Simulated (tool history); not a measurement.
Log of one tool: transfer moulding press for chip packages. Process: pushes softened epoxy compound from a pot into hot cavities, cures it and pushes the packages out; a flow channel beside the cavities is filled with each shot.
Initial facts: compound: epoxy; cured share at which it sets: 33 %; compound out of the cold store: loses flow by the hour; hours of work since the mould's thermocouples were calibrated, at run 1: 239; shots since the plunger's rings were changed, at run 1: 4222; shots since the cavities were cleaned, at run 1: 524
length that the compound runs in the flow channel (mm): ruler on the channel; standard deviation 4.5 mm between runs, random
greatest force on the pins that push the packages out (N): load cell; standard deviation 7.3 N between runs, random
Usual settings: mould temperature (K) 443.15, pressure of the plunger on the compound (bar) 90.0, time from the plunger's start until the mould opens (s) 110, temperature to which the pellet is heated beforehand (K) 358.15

run	hour	mould temperature (K)	pressure of the plunger on the compound (bar)	time from the plunger's start until the mould opens (s)	temperature to which the pellet is heated beforehand (K)	hours of work since the mould's thermocouples were calibrated	shots since the plunger's rings were changed	shots since the cavities were cleaned	incoming compound's hours out of the cold store	length that the compound runs in the flow channel (mm)	greatest force on the pins that push the packages out (N)
1	0.0	443.15	90.0	110	358.15	239	4222	524	26.5	967	307
# hour 25.3: plunger's sealing rings changed
# hour 34.6: cavities cleaned with cleaning compound and waxed
2	55.2	443.15	90.0	110	358.15	277	353	256	9.2	1031	310
# hour 111.9: cavities cleaned with cleaning compound and waxed
3	119.8	443.15	90.0	110	358.15	323	1138	99	15.0	1019	311
# hour 185.3: cavities cleaned with cleaning compound and waxed
4	185.3	443.15	90.0	110	368.15	370	1933	0	42.9	920	288
5	248.2	443.15	72.8	110	358.15	417	2715	782	15.0	904	304
# hour 257.7: cavities cleaned with cleaning compound and waxed
6	277.7	443.15	90.0	110	358.15	437	3063	248	11.4	1018	303
7	318.5	443.15	90.0	110	358.15	467	3571	756	14.8	1012	297
# hour 330.3: cavities cleaned with cleaning compound and waxed
8	363.1	444.15	90.0	110	358.15	499	4107	409	8.1	1030	302
9	392.6	443.15	90.0	141	358.15	521	4474	776	41.1	919	279
# hour 400.9: plunger's sealing rings changed
# hour 407.1: cavities cleaned with cleaning compound and waxed
10	423.5	443.15	90.0	110	358.15	541	263	203	25.9	971	303
# hour 447.7: mould's thermocouples calibrated
11	456.3	443.15	82.7	110	358.15	6	646	586	36.8	895	301
# hour 483.9: cavities cleaned with cleaning compound and waxed
12	519.9	443.15	82.7	110	358.15	52	1419	448	32.1	918	303
# hour 560.0: cavities cleaned with cleaning compound and waxed
13	568.7	443.15	82.7	110	358.15	87	2006	108	18.7	951	293
14	625.1	438.15	80.1	130	355.15	128	2708	810	28.9	932	322
# hour 634.6: cavities cleaned with cleaning compound and waxed
15	662.5	438.15	75.3	115	355.15	155	3153	347	26.1	908	361

Run 16, settings as shown, results not yet in. Your forecast:
# hour 708.7: cavities cleaned with cleaning compound and waxed
16	712.1	438.15	75.3	115	355.15	190	3752	42	22.3	?	?

{"run 16": {"length that the compound runs in the flow channel (mm)": 915, "greatest force on the pins that push the packages out (N)": 353}}
The same run, on a tool lacking any hidden state, would have yielded length that the compound runs in the flow channel (mm) 916, greatest force on the pins that push the packages out (N) 353.

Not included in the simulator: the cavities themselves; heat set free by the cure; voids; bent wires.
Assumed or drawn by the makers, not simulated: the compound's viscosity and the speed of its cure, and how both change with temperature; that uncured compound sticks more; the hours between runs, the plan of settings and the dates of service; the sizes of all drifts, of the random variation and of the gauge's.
